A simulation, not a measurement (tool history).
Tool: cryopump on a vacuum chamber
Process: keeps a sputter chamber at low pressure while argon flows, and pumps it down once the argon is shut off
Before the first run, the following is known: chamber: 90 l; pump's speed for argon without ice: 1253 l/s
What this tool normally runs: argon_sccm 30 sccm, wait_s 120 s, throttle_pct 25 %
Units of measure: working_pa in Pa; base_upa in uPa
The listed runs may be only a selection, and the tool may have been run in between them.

run,day,argon_sccm,wait_s,throttle_pct,working_pa,base_upa
1,0.000,30,120,25,0.1628,0.81
2,1.654,30,120,25,0.1645,0.84
3,2.896,30,120,25,0.1662,0.85
4,4.054,30,120,25,0.1648,0.86
5,5.171,30,120,25,0.1642,0.80
6,7.779,30,120,25,0.1649,0.83
7,9.729,30,99,25,0.1640,0.84
8,11.654,30,99,25,0.1657,0.91
9,14.112,32,99,25,0.1780,0.95
10,16.208,32,99,25,0.1768,0.96
11,17.988,30,120,16,0.2574,0.95
12,20.108,30,120,16,0.2580,0.92
13,21.721,30,120,26,0.1605,0.92
14,23.342,30,120,26,0.1617,0.93
15,25.946,30,120,26,0.1611,0.97
16,28.088,46,120,25,0.2574,1.04
17,29.496,14,194,59,0.0340,0.92
18,31.567,14,57,59,0.0353,1.23
19,33.021,49,115,23,0.2983,0.98
20,34.646,49,115,23,0.2995,1.02
21,35.821,49,115,23,0.2996,1.04
22,37.808,28,36,25,0.1580,1.56
23,39.262,17,230,23,0.1041,0.98
24,40.808,30,25,51,0.0871,1.91
25,42.475,30,26,16,0.2617,1.87
26,44.212,30,26,16,0.2615,1.87
27,46.058,30,26,16,0.2604,1.87

Below, some changes in working_pa between adjacent runs. For each, the amount present without the hidden state too (settings, incoming material, random variation) and the amount remaining for the hidden state with gauge scatter not shared by both compared results:
The hidden state here: pump's speed, % of a pump's without ice; cold plate's temperature, K; leak into the chamber, uPa l/s; drift of the gauge itself on working_pa, %; drift of the gauge itself on base_upa, %.
Run 16 -> 17: argon_sccm 46 -> 14, wait_s 120 -> 194, throttle_pct 25 -> 59. working_pa -0.2234 Pa: hidden state -0.0064, all else -0.2170.
Run 18 -> 19: argon_sccm 14 -> 49, wait_s 57 -> 115, throttle_pct 59 -> 23. working_pa +0.2630 Pa: hidden state +0.0080, all else +0.2550.

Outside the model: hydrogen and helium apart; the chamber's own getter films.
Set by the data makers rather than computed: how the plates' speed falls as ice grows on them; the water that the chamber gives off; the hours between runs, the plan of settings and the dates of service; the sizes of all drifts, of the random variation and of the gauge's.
